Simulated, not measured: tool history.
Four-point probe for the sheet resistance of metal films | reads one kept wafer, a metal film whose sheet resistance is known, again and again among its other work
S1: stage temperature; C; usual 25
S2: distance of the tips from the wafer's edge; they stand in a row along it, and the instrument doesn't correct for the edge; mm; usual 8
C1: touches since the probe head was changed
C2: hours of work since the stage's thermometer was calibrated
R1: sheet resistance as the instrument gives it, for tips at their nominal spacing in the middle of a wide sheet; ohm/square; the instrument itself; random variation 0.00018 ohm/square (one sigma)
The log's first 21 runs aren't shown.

run	hour	S1	S2	C1	C2	R1
22	974.4	25	3	29129	819	0.953523
23	1011.0	28	9	29541	836	0.886971
24	1068.9	21	3	30193	862	0.952594
25	1118.7	22	23	30754	885	0.878043
26	1153.5	22	23	31145	900	0.877721
27	1210.0	22	23	31780	926	0.877508
28	1237.6	29	4	32092	938	0.922628
29	1267.0	32	65	32422	951	0.877880
30	1316.1	32	65	32975	974	0.878106
31	1358.8	19	3	33455	993	0.951593

Forecast each of these 3 alternatives for the next run:
A	1409.0	29	9	34021	1015	?
B	1409.0	25	7	34021	1015	?
C	1409.0	28	45	34021	1015	?

run	R1
A	0.886316
B	0.891592
C	0.877007
Without the tool's hidden state the same runs would have given:
run	R1
A	0.887916
B	0.893210
C	0.878593
